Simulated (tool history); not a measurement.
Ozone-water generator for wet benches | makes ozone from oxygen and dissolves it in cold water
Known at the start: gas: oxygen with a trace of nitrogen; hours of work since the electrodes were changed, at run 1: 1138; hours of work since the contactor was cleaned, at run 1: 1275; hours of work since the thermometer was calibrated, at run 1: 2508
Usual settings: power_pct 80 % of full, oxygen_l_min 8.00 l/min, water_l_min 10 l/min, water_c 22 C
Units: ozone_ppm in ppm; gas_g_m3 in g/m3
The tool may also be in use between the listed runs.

run    hour  power_pct  oxygen_l_min  water_l_min  water_c  hours of work since the electrodes were changed  hours of work since the contactor was cleaned  hours of work since the thermometer was calibrated  ozone_ppm  gas_g_m3
  1     0.0         80          8.00           10       22                                             1138                                           1275                                                2508       33.4     210.4
  2    69.3         80          8.00           10       22                                             1182                                           1319                                                2552       33.8     210.8
  3   112.7         80          8.00           10       22                                             1209                                           1346                                                2579       33.5     210.1
  4   147.6         80          8.00           11       22                                             1231                                           1368                                                2601       31.4     210.7
  5   203.2         80          8.00           13       22                                             1266                                           1403                                                2636       28.2     213.2
  6   238.8         80          8.00           13       22                                             1289                                           1426                                                2659       28.0     211.1
  7   273.1         80          8.00           10       22                                             1310                                           1447                                                2681       33.2     211.3
  8   339.4         80          8.00           10       22                                             1352                                           1489                                                2722       33.0     214.2
      377.3  -- water thermometer calibrated
  9   382.5         80          8.00           10       22                                             1379                                           1516                                                   3       34.1     211.4
 10   425.5         80          8.00           10       22                                             1406                                           1543                                                  30       33.6     214.4
 11   498.1         80          4.74           10       22                                             1452                                           1589                                                  76       33.8     254.0
 12   552.3         91          8.00           10       22                                             1486                                           1623                                                 110       37.1     239.8
 13   611.2         91          8.00           10       22                                             1523                                           1660                                                 148       37.2     235.8
 14   689.0         91          8.00           10       22                                             1572                                           1709                                                 197       37.3     237.8
 15   752.1         91          5.03           10       22                                             1612                                           1749                                                 236       37.6     277.9
 16   813.5         43          5.03           11       22                                             1651                                           1788                                                 275       18.9     150.3
 17   872.2         93          4.95            8       27                                             1688                                           1825                                                 312       39.5     285.6
 18   909.6         93          4.95            8       27                                             1712                                           1849                                                 336       39.1     284.5
      942.2  -- gauge calibrated
 19   974.7         93          4.95            8       27                                             1753                                           1890                                                 377       38.9     279.0
 20  1024.9         93          4.95            8       27                                             1784                                           1921                                                 408       39.6     280.4
 21  1074.4         93          4.95            8       27                                             1816                                           1953                                                 440       39.2     278.7
 22  1153.2         42          6.31           13       28                                             1865                                           2002                                                 489       14.7     134.5
 23  1233.8         42          6.58           13       28                                             1916                                           2053                                                 540       14.8     134.6
 24  1287.6         42          6.58           10       28                                             1950                                           2087                                                 574       17.1     135.6
 25  1343.5         42          6.58           10       28                                             1985                                           2122                                                 609       17.6     133.6
 26  1408.1         96          7.16           15       29                                             2026                                           2163                                                 650       25.0     257.4
 27  1463.7         96          7.16            8       14                                             2061                                           2198                                                 685       53.6     256.5
 28  1541.5         47          5.83           10       22                                             2110                                           2247                                                 734       21.9     154.7
 29  1592.6         97          8.54           10       16                                             2142                                           2279                                                 767       44.9     244.7

Forecast each of these 3 alternatives for the next run:
  A  1666.8         62          8.00           14       22                                             2189                                           2326                                                 813          ?         ?
  B  1666.8         94          6.97           10       22                                             2189                                           2326                                                 813          ?         ?
  C  1666.8         65          8.00           10       22                                             2189                                           2326                                                 813          ?         ?

run  ozone_ppm  gas_g_m3
  A       21.3     174.7
  B       38.5     255.0
  C       28.4     182.7
Without the tool's hidden state the same runs would have given:
run  ozone_ppm  gas_g_m3
  A       21.3     170.9
  B       38.6     249.5
  C       28.4     178.7
